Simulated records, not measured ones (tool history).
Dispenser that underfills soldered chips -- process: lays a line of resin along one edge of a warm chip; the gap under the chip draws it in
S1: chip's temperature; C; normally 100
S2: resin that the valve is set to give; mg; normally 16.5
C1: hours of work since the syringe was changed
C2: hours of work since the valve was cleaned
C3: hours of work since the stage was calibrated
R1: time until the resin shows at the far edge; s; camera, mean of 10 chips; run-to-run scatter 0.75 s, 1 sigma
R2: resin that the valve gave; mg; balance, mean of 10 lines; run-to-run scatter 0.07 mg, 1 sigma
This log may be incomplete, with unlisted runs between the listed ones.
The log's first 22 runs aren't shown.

run   hour   S1    S2  C1   C2   C3     R1     R2
      95.9  -- new syringe of resin
 23   97.5   97  16.5   1  110  136   80.8  14.93
 24  100.6  111  15.8   4  113  138   56.7  14.28
     104.5  -- dispensing valve cleaned and set on the balance
 25  106.9  108  17.5   8    2  142   76.2  17.55
     107.8  -- new syringe of resin
 26  110.7  108  17.5   2    5  145   55.4  17.44
 27  116.3  111  20.7   7    9  150   64.7  20.59
     118.7  -- new syringe of resin
 28  122.7   91  21.3   3   14  154  107.8  21.07
 29  127.5  100  15.1   7   18  158  102.9  14.88
     129.6  -- new syringe of resin
 30  131.7  100  15.1   2   21  161   75.7  14.89
 31  137.7  100  15.1   6   26  166  100.2  14.76
     140.6  -- new syringe of resin
 32  140.9  104  15.1   0   28  169   60.2  14.72
 33  144.9  104  15.1   3   31  172   71.9  14.76
 34  150.9  104  15.1   8   36  177   96.4  14.59
     151.5  -- new syringe of resin
 35  157.2   98  19.5   5   41  181   90.5  18.88

Here are 3 independent what-if runs from the current tool condition. What would each one return?
  A  161.0  114  14.9   8  44  184   ?   ?
  B  161.0  107  19.3   8  44  184   ?   ?
  C  161.0   99  16.5   8  44  184   ?   ?

run     R1     R2
  A   64.6  14.31
  B   78.0  18.67
  C  105.5  15.83
With the hidden condition removed and each run's random variation left untouched, the same runs would have given:
run    R1     R2
  A  42.8  14.86
  B  52.5  19.37
  C  70.7  16.44
